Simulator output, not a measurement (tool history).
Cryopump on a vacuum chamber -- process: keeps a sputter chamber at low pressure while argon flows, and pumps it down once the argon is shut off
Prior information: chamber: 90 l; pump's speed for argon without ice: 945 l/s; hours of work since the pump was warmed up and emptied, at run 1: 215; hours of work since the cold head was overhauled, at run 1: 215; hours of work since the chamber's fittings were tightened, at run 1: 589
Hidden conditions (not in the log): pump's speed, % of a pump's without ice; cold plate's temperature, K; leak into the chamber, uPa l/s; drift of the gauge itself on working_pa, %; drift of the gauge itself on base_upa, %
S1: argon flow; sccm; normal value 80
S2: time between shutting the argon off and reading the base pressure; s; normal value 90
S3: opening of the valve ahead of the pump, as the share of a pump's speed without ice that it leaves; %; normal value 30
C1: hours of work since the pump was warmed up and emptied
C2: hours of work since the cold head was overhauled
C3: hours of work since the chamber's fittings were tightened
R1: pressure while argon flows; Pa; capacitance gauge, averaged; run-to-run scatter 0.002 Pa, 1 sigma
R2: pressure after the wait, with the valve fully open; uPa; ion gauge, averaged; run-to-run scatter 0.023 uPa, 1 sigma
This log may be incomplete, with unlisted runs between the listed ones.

run 1 hour=0 | S1=80 S2=90 S3=30 | C1=215 C2=215 C3=589 | R1=0.488 R2=1.09
run 2 hour=17.8 | S1=80 S2=90 S3=30 | C1=227 C2=227 C3=601 | R1=0.4888 R2=1.09
run 3 hour=35.7 | S1=80 S2=90 S3=30 | C1=239 C2=239 C3=613 | R1=0.4935 R2=1.07
run 4 hour=52.2 | S1=80 S2=90 S3=30 | C1=251 C2=251 C3=625 | R1=0.4968 R2=1.06
run 5 hour=66 | S1=80 S2=90 S3=34 | C1=260 C2=260 C3=634 | R1=0.4391 R2=1.13
run 6 hour=77.5 | S1=80 S2=90 S3=34 | C1=268 C2=268 C3=642 | R1=0.4367 R2=1.11
run 7 hour=92.5 | S1=80 S2=90 S3=34 | C1=278 C2=278 C3=652 | R1=0.4353 R2=1.07
run 8 hour=102.7 | S1=80 S2=90 S3=34 | C1=285 C2=285 C3=659 | R1=0.44 R2=1.09
run 9 hour=113.3 | S1=80 S2=90 S3=30 | C1=293 C2=293 C3=667 | R1=0.4987 R2=1.1
run 10 hour=121.1 | S1=60 S2=90 S3=30 | C1=298 C2=298 C3=672 | R1=0.3713 R2=1.11
run 11 hour=135 | S1=80 S2=90 S3=30 | C1=307 C2=307 C3=681 | R1=0.4953 R2=1.06
run 12 hour=144.9 | S1=58 S2=90 S3=30 | C1=314 C2=314 C3=688 | R1=0.3598 R2=1.15
run 13 hour=153 | S1=80 S2=90 S3=30 | C1=320 C2=320 C3=694 | R1=0.4955 R2=1.13
run 14 hour=160.6 | S1=80 S2=90 S3=57 | C1=325 C2=325 C3=699 | R1=0.2694 R2=1.13
run 15 hour=168.6 | S1=80 S2=90 S3=57 | C1=331 C2=331 C3=705 | R1=0.2708 R2=1.1
run 16 hour=181.5 | S1=58 S2=90 S3=57 | C1=339 C2=339 C3=713 | R1=0.1976 R2=1.14
run 17 hour=196.7 | S1=58 S2=90 S3=57 | C1=350 C2=350 C3=724 | R1=0.1993 R2=1.11
run 18 hour=212.9 | S1=58 S2=90 S3=57 | C1=361 C2=361 C3=735 | R1=0.1975 R2=1.16
run 19 hour=223.6 | S1=80 S2=65 S3=30 | C1=368 C2=368 C3=742 | R1=0.5003 R2=1.33
run 20 hour=231.9 | S1=87 S2=65 S3=30 | C1=374 C2=374 C3=748 | R1=0.5398 R2=1.29
run 21 hour=239.5 | S1=47 S2=64 S3=15 | C1=379 C2=379 C3=753 | R1=0.5774 R2=1.34
run 22 hour=256.8 | S1=63 S2=151 S3=17 | C1=391 C2=391 C3=765 | R1=0.6824 R2=0.96
run 23 hour=272.2 | S1=63 S2=151 S3=17 | C1=402 C2=402 C3=776 | R1=0.6829 R2=0.98
run 24 hour=289.4 | S1=139 S2=235 S3=17 | C1=413 C2=413 C3=788 | R1=1.5037 R2=0.88
run 25 hour=298.9 | S1=80 S2=99 S3=22 | C1=420 C2=420 C3=794 | R1=0.6766 R2=1.09
run 26 hour=311.8 | S1=80 S2=113 S3=18 | C1=429 C2=429 C3=803 | R1=0.8162 R2=1.09
run 27 hour=321.1 | S1=80 S2=90 S3=22 | C1=435 C2=435 C3=809 | R1=0.6826 R2=1.15
run 28 hour=336.2 | S1=69 S2=46 S3=46 | C1=446 C2=446 C3=820 | R1=0.2922 R2=1.66
run 29 hour=350.6 | S1=69 S2=46 S3=46 | C1=456 C2=456 C3=830 | R1=0.2941 R2=1.7
run 30 hour=366.3 | S1=53 S2=90 S3=30 | C1=466 C2=466 C3=840 | R1=0.3366 R2=1.15
run 31 hour=377.7 | S1=137 S2=42 S3=23 | C1=474 C2=474 C3=848 | R1=1.1249 R2=1.76
run 32 hour=386.3 | S1=32 S2=45 S3=28 | C1=480 C2=480 C3=854 | R1=0.2155 R2=1.71
run 33 hour=403.3 | S1=32 S2=45 S3=28 | C1=492 C2=492 C3=866 | R1=0.2169 R2=1.71
-- hour=413.2 pump warmed up, emptied and cooled again
run 34 hour=422.5 | S1=151 S2=213 S3=28 | C1=6 C2=501 C3=875 | R1=0.9737 R2=0.79

For some of the steps in R1 from one run to the next: how much would appear even if the tool had no hidden state, given the settings, what came in and random variation, and how much remains for the hidden state plus any gauge scatter that the measured result and the result without hidden state don't share?
Run 23 -> 24: S1 63 -> 139, S2 151 -> 235. R1 +0.8208 Pa: hidden state +0.0257, all else +0.7951.
Run 24 -> 25: S1 139 -> 80, S2 235 -> 99, S3 17 -> 22. R1 -0.8271 Pa: hidden state -0.0189, all else -0.8082.
Run 30 -> 31: S1 53 -> 137, S2 90 -> 42, S3 30 -> 23. R1 +0.7883 Pa: hidden state +0.0331, all else +0.7552.
Run 31 -> 32: S1 137 -> 32, S2 42 -> 45, S3 23 -> 28. R1 -0.9094 Pa: hidden state -0.0407, all else -0.8687.

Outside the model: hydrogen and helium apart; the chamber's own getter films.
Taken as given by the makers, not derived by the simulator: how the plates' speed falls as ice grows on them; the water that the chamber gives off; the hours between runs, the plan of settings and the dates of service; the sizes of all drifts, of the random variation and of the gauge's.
